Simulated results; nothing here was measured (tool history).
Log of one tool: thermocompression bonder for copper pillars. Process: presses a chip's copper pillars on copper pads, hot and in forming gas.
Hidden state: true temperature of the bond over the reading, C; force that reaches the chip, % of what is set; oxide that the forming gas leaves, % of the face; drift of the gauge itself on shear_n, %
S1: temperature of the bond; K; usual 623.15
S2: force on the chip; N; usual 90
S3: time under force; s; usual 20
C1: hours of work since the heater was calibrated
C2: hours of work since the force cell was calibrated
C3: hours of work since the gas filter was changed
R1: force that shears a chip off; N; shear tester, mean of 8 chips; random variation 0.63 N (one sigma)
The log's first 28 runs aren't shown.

run    hour      S1   S2  S3   C1    C2   C3    R1
     1724.7  -- forming gas filter changed
 29  1724.7  599.15   79  20  532   734    0  26.2
 30  1779.5  599.15   79  20  566   769   34  25.9
 31  1858.4  599.15   79  20  616   818   84  26.0
 32  1942.1  599.15   79  20  668   871  137  26.0
 33  2028.7  629.15  120  35  723   925  191  57.5
 34  2082.1  629.15   58  28  756   959  225  36.3
 35  2129.4  623.15  110  14  786   989  254  37.2
 36  2218.6  623.15  110  14  842  1045  311  37.8
     2250.4  -- forming gas filter changed
 37  2292.4  620.15   71  43  888  1091   26  42.9
 38  2334.8  643.15   59  38  915  1118   53  49.0

Forecast each of these 5 alternatives for the next run:
  A  2407.6  594.15  127  59  961  1163  99   ?
  B  2407.6  603.15   90  20  961  1163  99   ?
  C  2407.6  623.15   90  25  961  1163  99   ?
  D  2407.6  594.15   90  21  961  1163  99   ?
  E  2407.6  623.15   90  14  961  1163  99   ?

run    R1
  A  48.4
  B  28.7
  C  42.1
  D  26.7
  E  33.5
Without the tool's hidden state the same runs would have given:
run    R1
  A  48.6
  B  28.9
  C  42.3
  D  26.8
  E  33.7
